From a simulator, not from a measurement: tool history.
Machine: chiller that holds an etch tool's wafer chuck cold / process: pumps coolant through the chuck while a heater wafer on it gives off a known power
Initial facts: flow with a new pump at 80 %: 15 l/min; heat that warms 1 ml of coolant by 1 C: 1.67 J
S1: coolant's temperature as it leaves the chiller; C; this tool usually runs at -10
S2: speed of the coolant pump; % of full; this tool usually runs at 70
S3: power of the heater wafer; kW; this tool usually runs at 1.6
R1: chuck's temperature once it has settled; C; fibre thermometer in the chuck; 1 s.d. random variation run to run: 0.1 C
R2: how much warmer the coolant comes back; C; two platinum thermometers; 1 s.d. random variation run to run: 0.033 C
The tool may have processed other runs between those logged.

Run 1, hour 0: usual settings. Result: R1 6.4 C, R2 4.66 C.
Run 2, hour 104: usual settings. Result: R1 6.4 C, R2 4.76 C.
Run 3, hour 170.1: usual settings but S1 -8 C. Result: R1 8.7 C, R2 4.75 C.
Run 4, hour 234.6: usual settings but S1 -8 C. Result: R1 8.6 C, R2 4.79 C.
Run 5, hour 308.9: usual settings but S1 -8 C. Result: R1 8.6 C, R2 4.77 C.
Run 6, hour 364.1: usual settings. Result: R1 6.8 C, R2 4.81 C.
Run 7, hour 463.2: usual settings. Result: R1 6.7 C, R2 4.81 C.
Run 8, hour 560.4: usual settings but S3 1.517 kW. Result: R1 6 C, R2 4.56 C.
Run 9, hour 618.1: usual settings but S3 1.517 kW. Result: R1 5.8 C, R2 4.54 C.
Run 10, hour 702.6: usual settings but S3 1.517 kW. Result: R1 6 C, R2 4.58 C.
Run 11, hour 805.7: usual settings but S1 -16 C. Result: R1 0.9 C, R2 4.86 C.
Run 12, hour 864: usual settings but S1 -16 C, S3 1.543 kW. Result: R1 0.4 C, R2 4.73 C.
Run 13, hour 931.4: usual settings but S3 1.567 kW. Result: R1 6.6 C, R2 4.75 C.
Run 14, hour 985.9: usual settings but S1 -1 C, S2 76 % of full, S3 2.116 kW. Result: R1 20 C, R2 5.92 C.
Run 15, hour 1038.7: usual settings but S1 -1 C, S2 76 % of full, S3 2.116 kW. Result: R1 20 C, R2 5.94 C.
Run 16, hour 1100.3: usual settings but S1 -1 C, S2 76 % of full, S3 2.116 kW. Result: R1 20 C, R2 5.94 C.
Run 17, hour 1176.7: usual settings but S2 82 % of full, S3 1.105 kW. Result: R1 0.1 C, R2 2.91 C.
Run 18, hour 1258.5: usual settings but S1 -4 C, S2 82 % of full, S3 1.105 kW. Result: R1 6.1 C, R2 2.85 C.
Run 19, hour 1363: usual settings but S1 -2 C, S2 63 % of full, S3 1.331 kW. Result: R1 14 C, R2 4.58 C.
Run 20, hour 1418.8: usual settings but S1 -2 C, S2 63 % of full, S3 1.331 kW. Result: R1 13.8 C, R2 4.56 C.
Run 21, hour 1472.3: usual settings but S1 -4 C, S3 0.971 kW. Result: R1 6.3 C, R2 3 C.
Run 22, hour 1547: usual settings but S1 -11 C, S2 69 % of full. Result: R1 6.7 C, R2 5.04 C.
Run 23, hour 1600.7: usual settings but S1 -17 C, S2 75 % of full. Result: R1 -0.7 C, R2 4.66 C.
Run 24, hour 1703.2: usual settings but S1 -17 C, S2 75 % of full, S3 1.3 kW. Result: R1 -3.9 C, R2 3.75 C.
Run 25, hour 1751.1: usual settings but S1 -17 C, S2 75 % of full, S3 1.3 kW. Result: R1 -3.6 C, R2 3.73 C.

5 ways to go on from here, each from the tool as it stands after run 25. What would each give?
Run A, hour 1803.4: usual settings but S1 -17 C, S2 97 % of full, S3 1.3 kW. Result: R1 ?, R2 ?.
Run B, hour 1803.4: usual settings but S1 -1 C. Result: R1 ?, R2 ?.
Run C, hour 1803.4: usual settings but S1 -14 C, S2 64 % of full, S3 1.273 kW. Result: R1 ?, R2 ?.
Run D, hour 1803.4: usual settings but S1 -2 C, S2 80 % of full, S3 1.3 kW. Result: R1 ?, R2 ?.
Run E, hour 1803.4: usual settings but S1 -3 C, S2 75 % of full, S3 1.219 kW. Result: R1 ?, R2 ?.

run    R1    R2
  A  -6.6  2.89
  B  16.6  4.97
  C     1  4.42
  D  10.5  3.51
  E   9.5  3.56
Stripped of hidden state, with their random variation kept, the same runs would have yielded:
run    R1    R2
  A  -7.9  2.55
  B  14.2  4.38
  C    -1   3.9
  D   8.8  3.09
  E   7.9  3.14
